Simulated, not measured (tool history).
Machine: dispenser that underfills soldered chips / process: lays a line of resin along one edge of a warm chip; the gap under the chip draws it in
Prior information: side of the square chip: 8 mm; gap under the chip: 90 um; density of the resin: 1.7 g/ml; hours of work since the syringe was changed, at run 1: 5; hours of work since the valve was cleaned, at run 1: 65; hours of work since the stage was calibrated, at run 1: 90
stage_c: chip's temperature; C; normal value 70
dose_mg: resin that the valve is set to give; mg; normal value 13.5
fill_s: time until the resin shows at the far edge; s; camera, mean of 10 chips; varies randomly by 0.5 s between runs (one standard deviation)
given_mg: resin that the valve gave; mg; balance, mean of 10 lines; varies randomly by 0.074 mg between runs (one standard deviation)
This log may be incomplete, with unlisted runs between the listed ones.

run   hour  stage_c  dose_mg  hours of work since the syringe was changed  hours of work since the valve was cleaned  hours of work since the stage was calibrated  fill_s  given_mg
  1    0.0       70     13.5                                            5                                         65                                            90    48.7     12.87
       1.8  -- new syringe of resin
  2    4.3       83     13.5                                            2                                         68                                            93    28.5     12.90
      10.1  -- new syringe of resin
  3   13.1       70     13.5                                            2                                         74                                           100    44.0     12.77
      18.2  -- new syringe of resin
  4   22.3       70     13.5                                            3                                         81                                           106    46.3     12.83
      26.3  -- new syringe of resin
  5   28.9       70     13.5                                            2                                         86                                           111    43.9     12.75
  6   33.7       70     13.5                                            6                                         90                                           115    49.3     12.73
      34.8  -- new syringe of resin
  7   39.5       80     13.5                                            4                                         94                                           119    33.7     12.67
      43.1  -- new syringe of resin
  8   46.7       80     13.5                                            3                                         99                                           124    32.7     12.53
      51.0  -- new syringe of resin
  9   54.6       70     13.5                                            3                                        105                                           130    44.9     12.44
      59.4  -- new syringe of resin
 10   60.2       70     13.5                                            1                                        109                                           134    42.9     12.46
 11   64.0       70     13.5                                            3                                        112                                           137    45.5     12.44
      67.7  -- new syringe of resin
 12   68.3       64     13.5                                            0                                        115                                           140    50.6     12.39
 13   73.6       64     13.5                                            4                                        119                                           144    57.8     12.41
      76.0  -- new syringe of resin
 14   81.6       64     13.5                                            4                                        125                                           150    55.9     12.26
      83.9  -- new syringe of resin
 15   86.4       64     13.5                                            2                                        128                                           154    53.8     12.41
      91.8  -- new syringe of resin
 16   93.0       65     13.5                                            1                                        133                                           158    50.9     12.32
 17   97.6       65     13.5                                            4                                        137                                           162    59.1     12.24
     100.3  -- new syringe of resin
     101.3  -- dispensing valve cleaned and set on the balance
 18  102.9       65     13.5                                            1                                          1                                           165    49.3     13.49
     109.7  -- new syringe of resin
 19  110.7       65     13.5                                            1                                          7                                           171    49.6     13.35
 20  116.2       56     15.3                                            5                                         11                                           175    78.2     15.04
     118.0  -- new syringe of resin
 21  124.7       56     15.3                                            5                                         17                                           181    75.5     15.02
     126.0  -- new syringe of resin
 22  130.2       56     15.3                                            3                                         21                                           185    70.2     15.22
     134.4  -- new syringe of resin
 23  137.5       72     12.9                                            2                                         27                                           191    40.4     12.61
     142.3  -- new syringe of resin
 24  144.2       76     12.9                                            1                                         32                                           195    35.6     12.51
     150.5  -- new syringe of resin
 25  152.4       76     12.9                                            1                                         38                                           201    34.3     12.57
 26  157.6       59     13.5                                            5                                         42                                           205    70.2     13.03
     159.1  -- new syringe of resin
 27  163.4       59     13.5                                            3                                         46                                           210    65.4     13.17
     167.1  -- new syringe of resin
 28  171.4       73     13.4                                            3                                         52                                           215    40.5     12.90
     175.7  -- new syringe of resin
 29  175.9       60     13.5                                            0                                         55                                           219    56.0     13.08
 30  182.1       59     13.1                                            5                                         60                                           223    70.0     12.70
     183.8  -- new syringe of resin
 31  189.2       70     12.7                                            4                                         65                                           229    47.3     12.19
     192.1  -- new syringe of resin
 32  194.6       73     15.1                                            2                                         69                                           233    39.1     14.50
     200.0  -- new syringe of resin
 33  202.2       73     15.1                                            2                                         74                                           238    36.9     14.39
     208.5  -- new syringe of resin
 34  209.6       73     17.4                                            1                                         80                                           244    36.1     16.41
 35  215.0       81     13.5                                            5                                         84                                           248    32.8     12.81

Hidden state at the last listed run before each entry between runs and at the first one after, where it differs:
Logged between run 1 and run 2: new syringe of resin (hour 1.8)
  resin's viscosity, % of fresh resin's: 119.4 -> 106.9; dose that the valve gives, % of what is set: 95.5 -> 95.32; true chip temperature over the reading, C: 0.24 -> 0.26
  measured value less the no-hidden-state value, fill_s: +8.1 -> +2.0 s; given_mg: -0.61 -> -0.63 mg
Logged between run 2 and run 3: new syringe of resin (hour 10.1)
  resin's viscosity, % of fresh resin's: 106.9 -> 108; dose that the valve gives, % of what is set: 95.32 -> 94.88; true chip temperature over the reading, C: 0.26 -> 0.29
  measured value less the no-hidden-state value, fill_s: +2.0 -> +3.4 s; given_mg: -0.63 -> -0.69 mg
Logged between run 3 and run 4: new syringe of resin (hour 18.2)
  resin's viscosity, % of fresh resin's: 108 -> 113.7; dose that the valve gives, % of what is set: 94.88 -> 94.47; true chip temperature over the reading, C: 0.29 -> 0.32
  measured value less the no-hidden-state value, fill_s: +3.4 -> +5.8 s; given_mg: -0.69 -> -0.74 mg
Logged between run 4 and run 5: new syringe of resin (hour 26.3)
  resin's viscosity, % of fresh resin's: 113.7 -> 106.7; dose that the valve gives, % of what is set: 94.47 -> 94.16; true chip temperature over the reading, C: 0.32 -> 0.34
  measured value less the no-hidden-state value, fill_s: +5.8 -> +2.9 s; given_mg: -0.74 -> -0.79 mg
Logged between run 6 and run 7: new syringe of resin (hour 34.8)
  resin's viscosity, % of fresh resin's: 122 -> 113.6; dose that the valve gives, % of what is set: 93.94 -> 93.68; true chip temperature over the reading, C: 0.36 -> 0.38
  measured value less the no-hidden-state value, fill_s: +9.0 -> +4.2 s; given_mg: -0.82 -> -0.86 mg
Logged between run 7 and run 8: new syringe of resin (hour 43.1)
  resin's viscosity, % of fresh resin's: 113.6 -> 110.7; dose that the valve gives, % of what is set: 93.68 -> 93.36; true chip temperature over the reading, C: 0.38 -> 0.4
  measured value less the no-hidden-state value, fill_s: +4.2 -> +3.2 s; given_mg: -0.86 -> -0.90 mg
Logged between run 8 and run 9: new syringe of resin (hour 51.0)
  resin's viscosity, % of fresh resin's: 110.7 -> 112.4; dose that the valve gives, % of what is set: 93.36 -> 92.98; true chip temperature over the reading, C: 0.4 -> 0.43
  measured value less the no-hidden-state value, fill_s: +3.2 -> +5.2 s; given_mg: -0.90 -> -0.94 mg
Logged between run 9 and run 10: new syringe of resin (hour 59.4)
  resin's viscosity, % of fresh resin's: 112.4 -> 103.2; dose that the valve gives, % of what is set: 92.98 -> 92.72; true chip temperature over the reading, C: 0.43 -> 0.45
  measured value less the no-hidden-state value, fill_s: +5.2 -> +1.6 s; given_mg: -0.94 -> -0.98 mg
Logged between run 11 and run 12: new syringe of resin (hour 67.7)
  resin's viscosity, % of fresh resin's: 114.7 -> 101.6; dose that the valve gives, % of what is set: 92.52 -> 92.34; true chip temperature over the reading, C: 0.46 -> 0.48
  measured value less the no-hidden-state value, fill_s: +6.1 -> +1.0 s; given_mg: -1.01 -> -1.04 mg
Logged between run 13 and run 14: new syringe of resin (hour 76.0)
  resin's viscosity, % of fresh resin's: 117.9 -> 116.4; dose that the valve gives, % of what is set: 92.08 -> 91.71; true chip temperature over the reading, C: 0.5 -> 0.52
  measured value less the no-hidden-state value, fill_s: +9.1 -> +8.3 s; given_mg: -1.07 -> -1.12 mg
Logged between run 14 and run 15: new syringe of resin (hour 83.9)
  resin's viscosity, % of fresh resin's: 116.4 -> 108.3; dose that the valve gives, % of what is set: 91.71 -> 91.5; true chip temperature over the reading, C: 0.52 -> 0.54
  measured value less the no-hidden-state value, fill_s: +8.3 -> +4.5 s; given_mg: -1.12 -> -1.15 mg
Logged between run 15 and run 16: new syringe of resin (hour 91.8)
  resin's viscosity, % of fresh resin's: 108.3 -> 104.8; dose that the valve gives, % of what is set: 91.5 -> 91.17; true chip temperature over the reading, C: 0.54 -> 0.56
  measured value less the no-hidden-state value, fill_s: +4.5 -> +2.6 s; given_mg: -1.15 -> -1.19 mg
Logged between run 17 and run 18: new syringe of resin (hour 100.3); dispensing valve cleaned and set on the balance (hour 101.3)
  resin's viscosity, % of fresh resin's: 119.1 -> 105.1; dose that the valve gives, % of what is set: 90.95 -> 100.09; true chip temperature over the reading, C: 0.58 -> 0.59
  measured value less the no-hidden-state value, fill_s: +9.8 -> +1.4 s; given_mg: -1.22 -> +0.01 mg
Logged between run 18 and run 19: new syringe of resin (hour 109.7)
  resin's viscosity, % of fresh resin's: 105.1 -> 103.9; dose that the valve gives, % of what is set: 100.09 -> 99.71; true chip temperature over the reading, C: 0.59 -> 0.62
  measured value less the no-hidden-state value, fill_s: +1.4 -> +0.9 s; given_mg: +0.01 -> -0.04 mg
Logged between run 20 and run 21: new syringe of resin (hour 118.0)
  resin's viscosity, % of fresh resin's: 121.2 -> 118.3; dose that the valve gives, % of what is set: 99.41 -> 99.01; true chip temperature over the reading, C: 0.64 -> 0.67
  measured value less the no-hidden-state value, fill_s: +12.2 -> +10.3 s; given_mg: -0.09 -> -0.15 mg
Logged between run 21 and run 22: new syringe of resin (hour 126.0)
  resin's viscosity, % of fresh resin's: 118.3 -> 111.7; dose that the valve gives, % of what is set: 99.01 -> 98.75; true chip temperature over the reading, C: 0.67 -> 0.69
  measured value less the no-hidden-state value, fill_s: +10.3 -> +5.8 s; given_mg: -0.15 -> -0.19 mg
Logged between run 22 and run 23: new syringe of resin (hour 134.4)
  resin's viscosity, % of fresh resin's: 111.7 -> 109; dose that the valve gives, % of what is set: 98.75 -> 98.4; true chip temperature over the reading, C: 0.69 -> 0.71
  measured value less the no-hidden-state value, fill_s: +5.8 -> +2.6 s; given_mg: -0.19 -> -0.20 mg
Logged between run 23 and run 24: new syringe of resin (hour 142.3)
  resin's viscosity, % of fresh resin's: 109 -> 107.6; dose that the valve gives, % of what is set: 98.4 -> 98.06; true chip temperature over the reading, C: 0.71 -> 0.74
  measured value less the no-hidden-state value, fill_s: +2.6 -> +1.9 s; given_mg: -0.20 -> -0.25 mg
Logged between run 24 and run 25: new syringe of resin (hour 150.5)
  resin's viscosity, % of fresh resin's: 107.6 -> 105; dose that the valve gives, % of what is set: 98.06 -> 97.67; true chip temperature over the reading, C: 0.74 -> 0.76
  measured value less the no-hidden-state value, fill_s: +1.9 -> +1.1 s; given_mg: -0.25 -> -0.30 mg
Logged between run 26 and run 27: new syringe of resin (hour 159.1)
  resin's viscosity, % of fresh resin's: 121.5 -> 112.2; dose that the valve gives, % of what is set: 97.42 -> 97.13; true chip temperature over the reading, C: 0.78 -> 0.8
  measured value less the no-hidden-state value, fill_s: +11.1 -> +5.7 s; given_mg: -0.35 -> -0.39 mg
Logged between run 27 and run 28: new syringe of resin (hour 167.1)
  resin's viscosity, % of fresh resin's: 112.2 -> 114; dose that the valve gives, % of what is set: 97.13 -> 96.76; true chip temperature over the reading, C: 0.8 -> 0.83
  measured value less the no-hidden-state value, fill_s: +5.7 -> +4.3 s; given_mg: -0.39 -> -0.44 mg
Logged between run 28 and run 29: new syringe of resin (hour 175.7)
  resin's viscosity, % of fresh resin's: 114 -> 101; dose that the valve gives, % of what is set: 96.76 -> 96.54; true chip temperature over the reading, C: 0.83 -> 0.85
  measured value less the no-hidden-state value, fill_s: +4.3 -> -0.7 s; given_mg: -0.44 -> -0.47 mg
Logged between run 30 and run 31: new syringe of resin (hour 183.8)
  resin's viscosity, % of fresh resin's: 120.2 -> 117; dose that the valve gives, % of what is set: 96.25 -> 95.93; true chip temperature over the reading, C: 0.87 -> 0.89
  measured value less the no-hidden-state value, fill_s: +10.6 -> +6.2 s; given_mg: -0.49 -> -0.52 mg
Logged between run 31 and run 32: new syringe of resin (hour 192.1)
  resin's viscosity, % of fresh resin's: 117 -> 108.7; dose that the valve gives, % of what is set: 95.93 -> 95.66; true chip temperature over the reading, C: 0.89 -> 0.91
  measured value less the no-hidden-state value, fill_s: +6.2 -> +2.3 s; given_mg: -0.52 -> -0.65 mg
Logged between run 32 and run 33: new syringe of resin (hour 200.0)
  resin's viscosity, % of fresh resin's: 108.7 -> 105.9; dose that the valve gives, % of what is set: 95.66 -> 95.31; true chip temperature over the reading, C: 0.91 -> 0.94
  measured value less the no-hidden-state value, fill_s: +2.3 -> +1.2 s; given_mg: -0.65 -> -0.71 mg
Logged between run 33 and run 34: new syringe of resin (hour 208.5)
  resin's viscosity, % of fresh resin's: 105.9 -> 103.5; dose that the valve gives, % of what is set: 95.31 -> 94.96; true chip temperature over the reading, C: 0.94 -> 0.97
  measured value less the no-hidden-state value, fill_s: +1.2 -> +0.2 s; given_mg: -0.71 -> -0.88 mg
